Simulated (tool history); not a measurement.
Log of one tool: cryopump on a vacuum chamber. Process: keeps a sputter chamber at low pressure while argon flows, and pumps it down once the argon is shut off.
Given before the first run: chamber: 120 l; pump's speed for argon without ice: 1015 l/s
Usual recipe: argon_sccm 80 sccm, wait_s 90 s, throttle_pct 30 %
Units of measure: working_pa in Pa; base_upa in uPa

run     day  argon_sccm  wait_s  throttle_pct  working_pa  base_upa
  1       0          80      90            30      0.4516      1.61
  2   1.933          80      90            30      0.4505      1.65
  3   3.996          80      90            30      0.4525      1.64
  4   6.758          80      90            30      0.4635      1.62
  5   8.708          80      90            30      0.4601      1.74
  6  12.146          80      90            30      0.4619      1.78
  7  15.146          80      90            21      0.6554      1.68
  8  18.654          80      90            21      0.6615      1.85
  9  22.096          80      25            21      0.6636      4.38
 10    24.8          80      25            21      0.6696      4.42
 11  27.946          80      25            21      0.6677      4.42
 12  31.017          80      90            51      0.2983      1.92
 13  33.717          80      90            25      0.5721      1.93
 14  35.746          80      90            25       0.575      1.98
 15  39.238          80      90            25      0.5793      2.03
 16  41.467          80      90            25      0.5833      2.04
 17  44.558          80      90            25      0.5881      2.13
 18  47.958          80      90            30      0.5017      2.13
 19  50.683          53      29            26      0.3843       4.2
 20  52.221          53      29            26      0.3834      4.24
     53.242  -- pump warmed up, emptied and cooled again
 21  54.462          53     260            51       0.175      1.21
 22  57.579          53     260            51      0.1757      1.19
 23  59.708          53     260            51       0.178       1.2
 24    63.4          53     260            51       0.179      1.21
 25  66.962          51      90            57      0.1572      1.95
 26  68.633          51      90            57      0.1568      1.95
 27  70.242          51      90            57       0.158      1.95
 28  71.775          51      90            57      0.1597         2
 29  75.467         149      90            45      0.5858      2.04
 30   77.15         149      90            45      0.5898      2.05
 31  79.712         156     130            19       1.404      1.66
 32  82.525          52      47            47      0.2009      2.96
 33  84.075          52      47            47      0.2028      3.08
 34  86.062          52      47            47      0.2039      3.01
 35  88.925          80      56            30      0.4764      2.79

Consider 3 possible next runs. They are alternatives, not a sequence: every one starts from the tool as it was left by run 35. What does each give?
  A  90.921          80      90            34           ?         ?
  B  90.921         145     286            43           ?         ?
  C  90.921          80      77            20           ?         ?

run  working_pa  base_upa
  A      0.4254      2.26
  B      0.6194       1.5
  C       0.702      2.35
With no hidden state in the tool, these same runs would have given:
run  working_pa  base_upa
  A      0.3916      1.32
  B      0.5586       0.6
  C      0.6681      1.44
